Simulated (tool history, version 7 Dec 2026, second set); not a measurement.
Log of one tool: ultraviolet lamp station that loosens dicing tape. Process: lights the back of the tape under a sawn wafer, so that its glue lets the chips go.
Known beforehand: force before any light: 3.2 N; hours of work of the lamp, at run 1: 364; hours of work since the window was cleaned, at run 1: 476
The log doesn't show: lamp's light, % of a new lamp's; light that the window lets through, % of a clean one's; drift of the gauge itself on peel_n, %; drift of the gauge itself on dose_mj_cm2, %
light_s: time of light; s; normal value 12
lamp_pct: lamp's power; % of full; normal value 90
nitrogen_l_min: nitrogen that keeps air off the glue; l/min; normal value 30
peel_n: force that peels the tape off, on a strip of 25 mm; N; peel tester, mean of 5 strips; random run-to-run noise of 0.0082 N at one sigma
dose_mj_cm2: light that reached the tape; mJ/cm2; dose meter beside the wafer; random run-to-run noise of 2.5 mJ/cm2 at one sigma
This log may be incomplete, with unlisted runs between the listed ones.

run,hour,light_s,lamp_pct,nitrogen_l_min,hours of work of the lamp,hours of work since the window was cleaned,peel_n,dose_mj_cm2
1,0,12,90,30,364,476,0.498,224
2,18.4,12,76,30,372,484,0.668,184
3,32.3,12,63,30,378,489,0.832,154
# hour 48.6: window cleaned of glue's vapour
4,49.3,12,90,30,384,0,0.546,209
5,59.7,12,90,30,388,5,0.568,206
6,78.9,12,73,30,396,12,0.747,168
# hour 86.3: window cleaned of glue's vapour, once more
7,97.3,12,73,30,404,4,0.579,201
8,111.1,12,73,41,409,10,0.505,199
9,131.6,14,93,11,417,18,0.562,300
10,150.7,6,93,29,425,26,1.047,129
11,163.5,22,81,11,430,31,0.355,402
12,183.1,15,80,16,438,39,0.518,268

Predict each of these 3 candidate next runs independently; none follows another, all start after run 12:
A,204.7,12,80,21,447,48,?,?
B,204.7,12,90,16,447,48,?,?
C,204.7,14,90,12,447,48,?,?

run,peel_n,dose_mj_cm2
A,0.635,218
B,0.611,243
C,0.544,287
Had the tool no hidden state, the same runs would have come out as:
run,peel_n,dose_mj_cm2
A,0.466,271
B,0.446,302
C,0.393,357

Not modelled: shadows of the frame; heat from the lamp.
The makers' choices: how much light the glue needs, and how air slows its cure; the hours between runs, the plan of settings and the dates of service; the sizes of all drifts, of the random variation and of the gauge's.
